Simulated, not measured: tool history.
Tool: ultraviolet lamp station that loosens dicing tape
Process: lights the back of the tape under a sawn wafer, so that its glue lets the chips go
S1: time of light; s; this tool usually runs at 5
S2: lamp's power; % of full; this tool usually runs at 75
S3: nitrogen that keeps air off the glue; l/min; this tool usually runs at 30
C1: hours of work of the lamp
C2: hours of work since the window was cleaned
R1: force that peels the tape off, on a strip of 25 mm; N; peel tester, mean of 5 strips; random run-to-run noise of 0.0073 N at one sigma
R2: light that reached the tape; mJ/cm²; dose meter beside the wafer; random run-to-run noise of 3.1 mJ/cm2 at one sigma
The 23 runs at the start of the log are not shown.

{"run": 24, "hour": 1684.9, "S1": 3, "S2": 75, "S3": 54, "C1": 799, "C2": 31, "R1": 0.785, "R2": 220}
{"run": 25, "hour": 1771.3, "S1": 3, "S2": 75, "S3": 54, "C1": 840, "C2": 72, "R1": 0.846, "R2": 213}
{"hour": 1812.5, "done": "lamp changed"}
{"run": 26, "hour": 1812.5, "S1": 5, "S2": 83, "S3": 9, "C1": 0, "C2": 91, "R1": 0.352, "R2": 518}
{"run": 27, "hour": 1862.1, "S1": 3, "S2": 77, "S3": 17, "C1": 24, "C2": 115, "R1": 0.703, "R2": 287}
{"run": 28, "hour": 1915.8, "S1": 5, "S2": 70, "S3": 30, "C1": 49, "C2": 141, "R1": 0.317, "R2": 420}
{"run": 29, "hour": 1989.6, "S1": 8, "S2": 70, "S3": 29, "C1": 84, "C2": 176, "R1": 0.188, "R2": 663}
{"run": 30, "hour": 2039.7, "S1": 3, "S2": 71, "S3": 43, "C1": 108, "C2": 200, "R1": 0.678, "R2": 252}
{"run": 31, "hour": 2136.9, "S1": 3, "S2": 71, "S3": 43, "C1": 155, "C2": 246, "R1": 0.716, "R2": 244}
{"run": 32, "hour": 2233.8, "S1": 3, "S2": 71, "S3": 43, "C1": 201, "C2": 292, "R1": 0.698, "R2": 238}
{"run": 33, "hour": 2294.6, "S1": 3, "S2": 71, "S3": 43, "C1": 230, "C2": 321, "R1": 0.764, "R2": 233}
{"run": 34, "hour": 2392.7, "S1": 2, "S2": 64, "S3": 43, "C1": 277, "C2": 368, "R1": 1.452, "R2": 139}
{"run": 35, "hour": 2433.3, "S1": 2, "S2": 87, "S3": 12, "C1": 296, "C2": 387, "R1": 1.326, "R2": 189}
{"run": 36, "hour": 2532.0, "S1": 8, "S2": 64, "S3": 34, "C1": 343, "C2": 435, "R1": 0.226, "R2": 526}
{"run": 37, "hour": 2597.8, "S1": 2, "S2": 86, "S3": 18, "C1": 375, "C2": 466, "R1": 1.292, "R2": 175}
{"run": 38, "hour": 2652.7, "S1": 2, "S2": 67, "S3": 30, "C1": 401, "C2": 492, "R1": 1.61, "R2": 135}
{"run": 39, "hour": 2695.0, "S1": 2, "S2": 67, "S3": 30, "C1": 421, "C2": 512, "R1": 1.526, "R2": 135}
{"run": 40, "hour": 2758.2, "S1": 3, "S2": 66, "S3": 12, "C1": 451, "C2": 542, "R1": 1.289, "R2": 197}
{"run": 41, "hour": 2800.5, "S1": 2, "S2": 75, "S3": 15, "C1": 471, "C2": 563, "R1": 1.679, "R2": 145}
{"run": 42, "hour": 2859.1, "S1": 2, "S2": 75, "S3": 15, "C1": 499, "C2": 591, "R1": 1.635, "R2": 141}
{"run": 43, "hour": 2924.6, "S1": 2, "S2": 75, "S3": 15, "C1": 530, "C2": 622, "R1": 1.708, "R2": 137}

3 options for the next run, each taken on its own from the tool as it stands now. Forecast them:
{"run": "A", "hour": 2997.4, "S1": 2, "S2": 66, "S3": 15, "C1": 565, "C2": 656, "R1": "?", "R2": "?"}
{"run": "B", "hour": 2997.4, "S1": 5, "S2": 98, "S3": 9, "C1": 565, "C2": 656, "R1": "?", "R2": "?"}
{"run": "C", "hour": 2997.4, "S1": 2, "S2": 62, "S3": 12, "C1": 565, "C2": 656, "R1": "?", "R2": "?"}

run=A R1=1.858 R2=118
run=B R1=0.445 R2=448
run=C R1=2.083 R2=111
What these runs would have given with no unlogged condition in the tool:
run=A R1=1.387 R2=166
run=B R1=0.266 R2=630
run=C R1=1.6 R2=156
